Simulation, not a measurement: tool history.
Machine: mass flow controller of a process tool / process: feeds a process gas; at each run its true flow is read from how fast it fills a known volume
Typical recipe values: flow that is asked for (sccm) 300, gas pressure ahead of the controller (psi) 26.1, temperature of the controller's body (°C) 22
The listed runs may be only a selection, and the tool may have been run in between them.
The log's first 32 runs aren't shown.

| run | hour | flow that is asked for (sccm) | gas pressure ahead of the controller (psi) | temperature of the controller's body (°C) | hours of work since the controller was set to zero | hours of work since the controller was changed | true flow (%) |
|---|---|---|---|---|---|---|---|
|  | 6307.9 | controller's zero set anew, once more |
| 33 | 6388.9 | 61 | 29.9 | 34 | 51 | 5052 | 97.12 |
| 34 | 6643.4 | 298 | 35.1 | 28 | 212 | 5213 | 97.46 |
| 35 | 6881.4 | 122 | 36.0 | 32 | 363 | 5364 | 97.25 |
| 36 | 7108.8 | 122 | 36.0 | 32 | 507 | 5507 | 97.13 |
| 37 | 7348.5 | 122 | 36.0 | 32 | 659 | 5659 | 97.23 |
| 38 | 7508.6 | 122 | 36.0 | 32 | 760 | 5760 | 97.29 |
| 39 | 7661.4 | 427 | 37.9 | 22 | 856 | 5857 | 97.72 |
| 40 | 7842.8 | 427 | 37.9 | 22 | 971 | 5972 | 97.81 |
| 41 | 8081.9 | 77 | 26.1 | 35 | 1123 | 6123 | 97.88 |
| 42 | 8330.3 | 449 | 26.1 | 25 | 1280 | 6280 | 98.07 |
| 43 | 8447.4 | 449 | 26.1 | 25 | 1354 | 6354 | 97.99 |
| 44 | 8646.8 | 449 | 22.6 | 25 | 1480 | 6481 | 98.38 |
| 45 | 8791.2 | 300 | 31.8 | 22 | 1571 | 6572 | 97.71 |
| 46 | 9067.9 | 376 | 22.5 | 27 | 1747 | 6747 | 98.09 |
| 47 | 9231.5 | 487 | 29.6 | 23 | 1850 | 6851 | 97.88 |

Alternative continuations, all from the tool just after run 47; predict every row:
| A | 9469.4 | 79 | 26.1 | 39 | 2001 | 7001 | ? |
| B | 9469.4 | 357 | 33.9 | 23 | 2001 | 7001 | ? |
| C | 9469.4 | 300 | 29.3 | 22 | 2001 | 7001 | ? |

| run | true flow (%) |
|---|---|
| A | 98.16 |
| B | 97.60 |
| C | 98.00 |
What these runs would have given with no unlogged condition in the tool:
| run | true flow (%) |
|---|---|
| A | 98.60 |
| B | 99.57 |
| C | 99.89 |

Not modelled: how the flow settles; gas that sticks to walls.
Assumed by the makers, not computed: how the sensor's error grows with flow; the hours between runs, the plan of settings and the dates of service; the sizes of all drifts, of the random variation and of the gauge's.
